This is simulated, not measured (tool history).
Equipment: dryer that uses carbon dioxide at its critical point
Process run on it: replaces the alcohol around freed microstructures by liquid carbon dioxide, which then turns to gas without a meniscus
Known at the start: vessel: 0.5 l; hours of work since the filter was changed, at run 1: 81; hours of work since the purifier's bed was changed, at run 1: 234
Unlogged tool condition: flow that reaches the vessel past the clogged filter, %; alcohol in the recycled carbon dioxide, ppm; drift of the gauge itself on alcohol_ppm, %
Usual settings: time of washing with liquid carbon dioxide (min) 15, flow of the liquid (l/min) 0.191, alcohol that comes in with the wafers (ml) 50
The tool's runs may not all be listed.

run   hour  time of washing with liquid carbon dioxide (min)  flow of the liquid (l/min)  alcohol that comes in with the wafers (ml)  hours of work since the filter was changed  hours of work since the purifier's bed was changed  alcohol left in the vessel before it's heated (ppm by volume)
  1      0                                                15                       0.191                                          50                                          81                                                 234                                                           1596
  2   23.7                                                15                       0.191                                          22                                          89                                                 243                                                            717
  3   50.4                                                15                       0.191                                          22                                          99                                                 252                                                            745
  4   74.1                                                12                       0.191                                          50                                         107                                                 261                                                           3606
  5   91.4                                                12                       0.191                                          50                                         113                                                 267                                                           3678
  6  103.5                                                15                       0.191                                          50                                         118                                                 271                                                           1632
  7  117.5                                                15                       0.191                                          50                                         123                                                 276                                                           1644
  8  132.5                                                16                       0.191                                          50                                         128                                                 282                                                           1279
  9  144.1                                                16                       0.191                                          50                                         132                                                 286                                                           1299
 10  160.8                                                16                       0.191                                          50                                         138                                                 292                                                           1253
 11  182.2                                                16                       0.191                                          50                                         146                                                 299                                                           1292
 12  207.5                                                16                       0.191                                          50                                         155                                                 308                                                           1279
 13  227.5                                                16                       0.191                                          50                                         162                                                 316                                                           1288
 14    253                                                16                       0.191                                          50                                         171                                                 325                                                           1317
 15  270.8                                                15                       0.191                                          50                                         177                                                 331                                                           1714
 16  295.2                                                15                       0.191                                          50                                         186                                                 340                                                           1779
 17  319.2                                                13                       0.191                                          50                                         195                                                 348                                                           3042
 18  336.9                                                15                       0.191                                          50                                         201                                                 355                                                           1768
 19  349.4                                                15                       0.191                                          50                                         205                                                 359                                                           1774
 20  365.7                                                15                       0.191                                          50                                         211                                                 365                                                           1792
 21    390                                                15                       0.191                                          50                                         220                                                 374                                                           1798
 22  416.8                                                15                       0.191                                          50                                         230                                                 383                                                           1801
 23    436                                                15                       0.191                                          50                                         236                                                 390                                                           1796
 24    452                                                12                       0.243                                          50                                         242                                                 396                                                           1661
 25  466.8                                                12                       0.262                                          32                                         247                                                 401                                                            820
 26  487.5                                                12                       0.262                                          32                                         255                                                 408                                                            834
 27  505.7                                                21                       0.148                                          32                                         261                                                 415                                                            921
 28  523.5                                                21                       0.148                                          32                                         268                                                 421                                                            920
 29  539.6                                                21                       0.148                                          32                                         273                                                 427                                                            926
 30  561.8                                                21                       0.148                                          32                                         281                                                 435                                                            953
 31    585                                                15                       0.116                                          53                                         290                                                 443                                                           9799
 32  604.8                                                17                       0.191                                          22                                         297                                                 450                                                            553
 33  631.3                                                15                       0.191                                          22                                         306                                                 460                                                            917
 34  643.8                                                15                       0.191                                          22                                         311                                                 464                                                            903
 35  665.6                                                15                       0.191                                          22                                         318                                                 472                                                            936
 36  691.2                                                15                       0.137                                          50                                         327                                                 481                                                           6250
 37  718.3                                                15                       0.219                                          90                                         337                                                 491                                                           2012
 38  740.1                                                24                       0.191                                          76                                         345                                                 499                                                            366
 39  756.5                                                15                       0.209                                          50                                         351                                                 504                                                           1433
 40  780.6                                                20                       0.121                                          50                                         359                                                 513                                                           3926
 41  798.6                                                17                       0.188                                          71                                         366                                                 519                                                           1879
 42  818.7                                                11                       0.188                                         103                                         373                                                 527                                                          12717
 43  834.8                                                 9                       0.158                                          32                                         379                                                 532                                                           9751
 44  846.1                                                15                       0.191                                          65                                         383                                                 536                                                           2731
 45  863.4                                                22                       0.127                                          28                                         389                                                 543                                                           1426
 46  881.5                                                15                       0.188                                          80                                         395                                                 549                                                           3567

Hidden state or all else? Some run-to-run changes of alcohol left in the vessel before it's heated (ppm by volume), split into what the settings, what came in and random variation would give without the hidden state, and what is left for the hidden state (with any gauge scatter that isn't in both results):
Run 30 -> 31: time of washing with liquid carbon dioxide (min) 21 -> 15, flow of the liquid (l/min) 0.148 -> 0.116, alcohol that comes in with the wafers (ml) 32 -> 53. alcohol left in the vessel before it's heated (ppm by volume) +8846: hidden state +1265, all else +7581.
Run 31 -> 32: time of washing with liquid carbon dioxide (min) 15 -> 17, flow of the liquid (l/min) 0.116 -> 0.191, alcohol that comes in with the wafers (ml) 53 -> 22. alcohol left in the vessel before it's heated (ppm by volume) -9246: hidden state -1353, all else -7893.
Run 41 -> 42: time of washing with liquid carbon dioxide (min) 17 -> 11, alcohol that comes in with the wafers (ml) 71 -> 103. alcohol left in the vessel before it's heated (ppm by volume) +10838: hidden state +2271, all else +8567.
Run 42 -> 43: time of washing with liquid carbon dioxide (min) 11 -> 9, flow of the liquid (l/min) 0.188 -> 0.158, alcohol that comes in with the wafers (ml) 103 -> 32. alcohol left in the vessel before it's heated (ppm by volume) -2966: hidden state -1275, all else -1691.

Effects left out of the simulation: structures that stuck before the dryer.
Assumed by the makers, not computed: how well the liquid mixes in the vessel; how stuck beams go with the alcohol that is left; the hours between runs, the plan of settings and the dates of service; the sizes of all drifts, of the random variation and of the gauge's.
